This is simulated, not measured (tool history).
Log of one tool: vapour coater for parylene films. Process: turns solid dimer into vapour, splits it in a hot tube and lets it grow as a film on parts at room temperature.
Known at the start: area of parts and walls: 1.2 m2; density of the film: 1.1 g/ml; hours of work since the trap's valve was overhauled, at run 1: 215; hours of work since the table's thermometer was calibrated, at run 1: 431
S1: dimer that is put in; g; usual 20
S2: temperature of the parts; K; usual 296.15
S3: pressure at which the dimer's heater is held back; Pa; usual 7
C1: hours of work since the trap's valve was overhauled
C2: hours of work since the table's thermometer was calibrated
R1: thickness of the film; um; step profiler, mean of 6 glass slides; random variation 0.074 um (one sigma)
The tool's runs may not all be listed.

| run | hour | S1 | S2 | S3 | C1 | C2 | R1 |
|---|---|---|---|---|---|---|---|
| 1 | 0 | 20 | 296.15 | 7 | 215 | 431 | 10.88 |
| 2 | 15.4 | 20 | 289.15 | 7 | 225 | 440 | 13.02 |
| 3 | 35.3 | 20 | 293.15 | 7 | 237 | 452 | 11.72 |
| 4 | 53.6 | 20 | 293.15 | 7 | 248 | 463 | 11.77 |
| 5 | 66.7 | 20 | 296.15 | 2.52 | 256 | 471 | 12.84 |
| 6 | 82.3 | 20 | 288.15 | 2.52 | 266 | 481 | 13.93 |
| 7 | 91.3 | 20 | 288.15 | 2.52 | 271 | 486 | 13.98 |
|  | 94 | table's thermometer calibrated |
| 8 | 100.6 | 20 | 297.15 | 7 | 276 | 4 | 10.43 |
| 9 | 118 | 20 | 289.15 | 8.01 | 287 | 15 | 12.64 |
| 10 | 132.5 | 36 | 290.15 | 4.11 | 296 | 23 | 24.86 |
| 11 | 142.6 | 10 | 294.15 | 7 | 302 | 30 | 5.61 |
| 12 | 157.6 | 12 | 294.15 | 9.91 | 311 | 39 | 6.26 |
| 13 | 171.8 | 29 | 298.15 | 10.43 | 320 | 47 | 13.58 |
| 14 | 180.5 | 28 | 294.15 | 9.13 | 325 | 53 | 14.69 |
| 15 | 200.5 | 18 | 303.15 | 9.13 | 337 | 65 | 7.51 |
|  | 214.1 | table's thermometer calibrated, once more |
| 16 | 221.3 | 18 | 303.15 | 9.13 | 349 | 4 | 7.54 |

Forecast each of these 5 alternatives for the next run:
| A | 241 | 13 | 290.15 | 4.68 | 361 | 16 | ? |
| B | 241 | 13 | 299.15 | 11.51 | 361 | 16 | ? |
| C | 241 | 20 | 296.15 | 3.38 | 361 | 16 | ? |
| D | 241 | 15 | 298.15 | 5.61 | 361 | 16 | ? |
| E | 241 | 12 | 298.15 | 4.15 | 361 | 16 | ? |

| run | R1 |
|---|---|
| A | 8.76 |
| B | 5.8 |
| C | 12.07 |
| D | 7.85 |
| E | 6.62 |
Without the tool's hidden state the same runs would have given:
| run | R1 |
|---|---|
| A | 9.37 |
| B | 6.2 |
| C | 12.91 |
| D | 8.39 |
| E | 7.08 |
